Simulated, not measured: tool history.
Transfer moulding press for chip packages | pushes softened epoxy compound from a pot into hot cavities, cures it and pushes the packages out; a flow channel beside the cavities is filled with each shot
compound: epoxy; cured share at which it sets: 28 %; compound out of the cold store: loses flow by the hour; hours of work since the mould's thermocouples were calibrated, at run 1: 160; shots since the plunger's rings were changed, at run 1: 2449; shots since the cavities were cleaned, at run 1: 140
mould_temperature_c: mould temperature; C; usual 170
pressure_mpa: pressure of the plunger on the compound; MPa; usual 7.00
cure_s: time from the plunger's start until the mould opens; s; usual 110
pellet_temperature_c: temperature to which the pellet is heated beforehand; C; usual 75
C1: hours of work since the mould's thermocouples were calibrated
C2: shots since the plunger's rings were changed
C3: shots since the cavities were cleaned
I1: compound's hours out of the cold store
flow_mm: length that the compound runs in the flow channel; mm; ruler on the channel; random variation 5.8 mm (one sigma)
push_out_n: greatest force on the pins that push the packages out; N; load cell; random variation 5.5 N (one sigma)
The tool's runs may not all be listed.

run 1 hour=0.0 | mould_temperature_c=170 pressure_mpa=7.00 cure_s=110 pellet_temperature_c=75 | C1=160 C2=2449 C3=140 | I1=32.3 | flow_mm=749 push_out_n=226
run 2 hour=14.5 | mould_temperature_c=170 pressure_mpa=7.00 cure_s=110 pellet_temperature_c=75 | C1=169 C2=2589 C3=280 | I1=45.1 | flow_mm=701 push_out_n=274
run 3 hour=27.9 | mould_temperature_c=170 pressure_mpa=7.00 cure_s=110 pellet_temperature_c=75 | C1=177 C2=2720 C3=411 | I1=42.6 | flow_mm=715 push_out_n=293
-- hour=40.6 cavities cleaned with cleaning compound and waxed
run 4 hour=43.8 | mould_temperature_c=165 pressure_mpa=7.00 cure_s=110 pellet_temperature_c=75 | C1=186 C2=2860 C3=31 | I1=42.5 | flow_mm=721 push_out_n=271
run 5 hour=57.2 | mould_temperature_c=170 pressure_mpa=7.00 cure_s=110 pellet_temperature_c=84 | C1=194 C2=2990 C3=161 | I1=36.8 | flow_mm=722 push_out_n=264
run 6 hour=74.9 | mould_temperature_c=170 pressure_mpa=7.00 cure_s=110 pellet_temperature_c=75 | C1=205 C2=3162 C3=333 | I1=22.3 | flow_mm=777 push_out_n=298
run 7 hour=82.2 | mould_temperature_c=170 pressure_mpa=7.00 cure_s=110 pellet_temperature_c=75 | C1=210 C2=3233 C3=404 | I1=30.5 | flow_mm=747 push_out_n=297
run 8 hour=91.6 | mould_temperature_c=170 pressure_mpa=6.39 cure_s=110 pellet_temperature_c=75 | C1=215 C2=3325 C3=496 | I1=25.9 | flow_mm=735 push_out_n=315
-- hour=95.9 cavities cleaned with cleaning compound and waxed
run 9 hour=103.2 | mould_temperature_c=170 pressure_mpa=6.39 cure_s=110 pellet_temperature_c=75 | C1=222 C2=3423 C3=72 | I1=32.9 | flow_mm=713 push_out_n=218
run 10 hour=118.3 | mould_temperature_c=170 pressure_mpa=6.39 cure_s=110 pellet_temperature_c=75 | C1=231 C2=3570 C3=219 | I1=31.5 | flow_mm=708 push_out_n=260
run 11 hour=129.8 | mould_temperature_c=170 pressure_mpa=6.39 cure_s=110 pellet_temperature_c=75 | C1=238 C2=3681 C3=330 | I1=30.7 | flow_mm=714 push_out_n=300
run 12 hour=143.3 | mould_temperature_c=170 pressure_mpa=6.39 cure_s=110 pellet_temperature_c=75 | C1=246 C2=3812 C3=461 | I1=20.9 | flow_mm=746 push_out_n=327
-- hour=151.3 cavities cleaned with cleaning compound and waxed
run 13 hour=156.2 | mould_temperature_c=170 pressure_mpa=6.39 cure_s=110 pellet_temperature_c=75 | C1=253 C2=3923 C3=48 | I1=29.2 | flow_mm=716 push_out_n=208
run 14 hour=164.2 | mould_temperature_c=165 pressure_mpa=7.00 cure_s=139 pellet_temperature_c=73 | C1=258 C2=4001 C3=126 | I1=38.9 | flow_mm=717 push_out_n=236
run 15 hour=173.1 | mould_temperature_c=165 pressure_mpa=7.00 cure_s=106 pellet_temperature_c=65 | C1=263 C2=4087 C3=212 | I1=29.0 | flow_mm=766 push_out_n=367
run 16 hour=184.5 | mould_temperature_c=165 pressure_mpa=7.00 cure_s=106 pellet_temperature_c=65 | C1=270 C2=4198 C3=323 | I1=44.2 | flow_mm=717 push_out_n=395
run 17 hour=196.0 | mould_temperature_c=168 pressure_mpa=6.84 cure_s=101 pellet_temperature_c=67 | C1=277 C2=4310 C3=435 | I1=13.9 | flow_mm=804 push_out_n=386
-- hour=206.2 cavities cleaned with cleaning compound and waxed
run 18 hour=211.0 | mould_temperature_c=168 pressure_mpa=6.44 cure_s=99 pellet_temperature_c=67 | C1=286 C2=4441 C3=47 | I1=9.2 | flow_mm=804 push_out_n=297
run 19 hour=225.6 | mould_temperature_c=168 pressure_mpa=6.44 cure_s=99 pellet_temperature_c=67 | C1=294 C2=4582 C3=188 | I1=34.3 | flow_mm=696 push_out_n=326
run 20 hour=241.8 | mould_temperature_c=168 pressure_mpa=6.44 cure_s=99 pellet_temperature_c=67 | C1=304 C2=4740 C3=346 | I1=23.0 | flow_mm=743 push_out_n=373
run 21 hour=256.0 | mould_temperature_c=165 pressure_mpa=5.23 cure_s=137 pellet_temperature_c=66 | C1=313 C2=4878 C3=484 | I1=11.5 | flow_mm=725 push_out_n=316
-- hour=261.4 cavities cleaned with cleaning compound and waxed
run 22 hour=267.1 | mould_temperature_c=162 pressure_mpa=7.28 cure_s=148 pellet_temperature_c=66 | C1=319 C2=4971 C3=56 | I1=12.3 | flow_mm=853 push_out_n=220
run 23 hour=280.1 | mould_temperature_c=170 pressure_mpa=8.38 cure_s=94 pellet_temperature_c=75 | C1=327 C2=5098 C3=183 | I1=10.7 | flow_mm=900 push_out_n=341

Forecast each of these 5 alternatives for the next run:
run A hour=297.7 | mould_temperature_c=166 pressure_mpa=7.00 cure_s=110 pellet_temperature_c=68 | C1=338 C2=5268 C3=353 | I1=25.0 | flow_mm=? push_out_n=?
run B hour=297.7 | mould_temperature_c=177 pressure_mpa=8.38 cure_s=94 pellet_temperature_c=67 | C1=338 C2=5268 C3=353 | I1=31.0 | flow_mm=? push_out_n=?
run C hour=297.7 | mould_temperature_c=170 pressure_mpa=7.00 cure_s=109 pellet_temperature_c=75 | C1=338 C2=5268 C3=353 | I1=19.8 | flow_mm=? push_out_n=?
run D hour=297.7 | mould_temperature_c=170 pressure_mpa=7.00 cure_s=110 pellet_temperature_c=69 | C1=338 C2=5268 C3=353 | I1=34.0 | flow_mm=? push_out_n=?
run E hour=297.7 | mould_temperature_c=164 pressure_mpa=7.00 cure_s=110 pellet_temperature_c=75 | C1=338 C2=5268 C3=353 | I1=21.3 | flow_mm=? push_out_n=?

run=A flow_mm=773 push_out_n=360
run=B flow_mm=779 push_out_n=289
run=C flow_mm=785 push_out_n=315
run=D flow_mm=723 push_out_n=293
run=E flow_mm=799 push_out_n=431
Without the tool's hidden state the same runs would have given:
run=A flow_mm=800 push_out_n=224
run=B flow_mm=806 push_out_n=184
run=C flow_mm=812 push_out_n=199
run=D flow_mm=748 push_out_n=186
run=E flow_mm=827 push_out_n=269
